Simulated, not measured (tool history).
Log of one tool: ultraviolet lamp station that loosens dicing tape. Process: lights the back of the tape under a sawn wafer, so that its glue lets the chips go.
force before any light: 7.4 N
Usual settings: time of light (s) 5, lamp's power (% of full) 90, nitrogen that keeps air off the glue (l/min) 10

| run | hour | time of light (s) | lamp's power (% of full) | nitrogen that keeps air off the glue (l/min) | force that peels the tape off (N) | light that reached the tape (mJ/cm²) |
|---|---|---|---|---|---|---|
| 1 | 0 | 5 | 90 | 10 | 0.606 | 497 |
| 2 | 19.3 | 5 | 90 | 10 | 0.613 | 491 |
| 3 | 43.1 | 5 | 90 | 15 | 0.564 | 481 |
| 4 | 67.4 | 5 | 90 | 15 | 0.557 | 474 |
| 5 | 87.7 | 4 | 90 | 10 | 1.06 | 376 |
| 6 | 101.5 | 4 | 90 | 10 | 1.103 | 371 |
| 7 | 113.4 | 4 | 90 | 10 | 1.077 | 373 |
| 8 | 126.2 | 5 | 90 | 7 | 0.82 | 460 |
|  | 141 | window cleaned of glue's vapour |
| 9 | 145.7 | 5 | 90 | 7 | 0.903 | 441 |
| 10 | 167.5 | 5 | 90 | 10 | 0.815 | 434 |
| 11 | 180.1 | 5 | 69 | 10 | 1.375 | 329 |
| 12 | 194 | 5 | 69 | 10 | 1.401 | 329 |
| 13 | 205 | 5 | 90 | 10 | 0.882 | 424 |
| 14 | 220.2 | 5 | 90 | 10 | 0.859 | 421 |
|  | 236.9 | window cleaned of glue's vapour, once more |
| 15 | 242.5 | 5 | 90 | 10 | 0.482 | 543 |
| 16 | 259 | 5 | 90 | 10 | 0.514 | 544 |
| 17 | 276.8 | 5 | 90 | 10 | 0.492 | 541 |
| 18 | 290 | 5 | 88 | 10 | 0.532 | 526 |
| 19 | 312.2 | 5 | 90 | 7 | 0.613 | 529 |
| 20 | 334.8 | 8 | 90 | 10 | 0.17 | 829 |
| 21 | 347.6 | 8 | 90 | 10 | 0.17 | 832 |

Forecast run 22:
| 22 | 370.3 | 8 | 90 | 10 | ? | ? |

{"run 22": {"force that peels the tape off (N)": 0.167, "light that reached the tape (mJ/cm²)": 819}}
Without the tool's hidden state the same run would have given force that peels the tape off (N) 0.113, light that reached the tape (mJ/cm²) 975.
